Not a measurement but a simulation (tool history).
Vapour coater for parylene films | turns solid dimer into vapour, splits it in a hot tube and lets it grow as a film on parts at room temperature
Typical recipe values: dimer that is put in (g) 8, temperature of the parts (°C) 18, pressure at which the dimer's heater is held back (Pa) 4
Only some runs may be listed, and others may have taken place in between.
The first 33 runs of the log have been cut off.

run	hour	dimer that is put in (g)	temperature of the parts (°C)	pressure at which the dimer's heater is held back (Pa)	hours of work since the trap's valve was overhauled	hours of work since the table's thermometer was calibrated	thickness of the film (um)
34	817.4	4	18	4.31	247	583	0.78
35	832.2	4	18	4.31	255	590	0.75
36	853.5	4	18	4.31	267	602	0.75
37	877.9	6	18	3.92	279	615	1.16
# hour 885.5: trap's valve overhauled
38	901.7	6	18	3.92	9	625	1.27
39	932.6	12	14	8.64	25	641	2.69
40	957.3	5	13	2.11	38	654	1.45
41	986.5	7	20	9.49	53	670	1.2

5 options for the next run, each taken on its own from the tool as it stands now. Forecast them:
A	1019.9	3	10	2.6	71	688	?
B	1019.9	8	19	9.69	71	688	?
C	1019.9	12	28	5.23	71	688	?
D	1019.9	5	23	10.15	71	688	?
E	1019.9	4	18	10.66	71	688	?

run	thickness of the film (um)
A	0.97
B	1.38
C	1.6
D	0.74
E	0.72
With the hidden condition removed and each run's random variation left untouched, the same runs would have given:
run	thickness of the film (um)
A	1.02
B	1.47
C	1.7
D	0.79
E	0.76

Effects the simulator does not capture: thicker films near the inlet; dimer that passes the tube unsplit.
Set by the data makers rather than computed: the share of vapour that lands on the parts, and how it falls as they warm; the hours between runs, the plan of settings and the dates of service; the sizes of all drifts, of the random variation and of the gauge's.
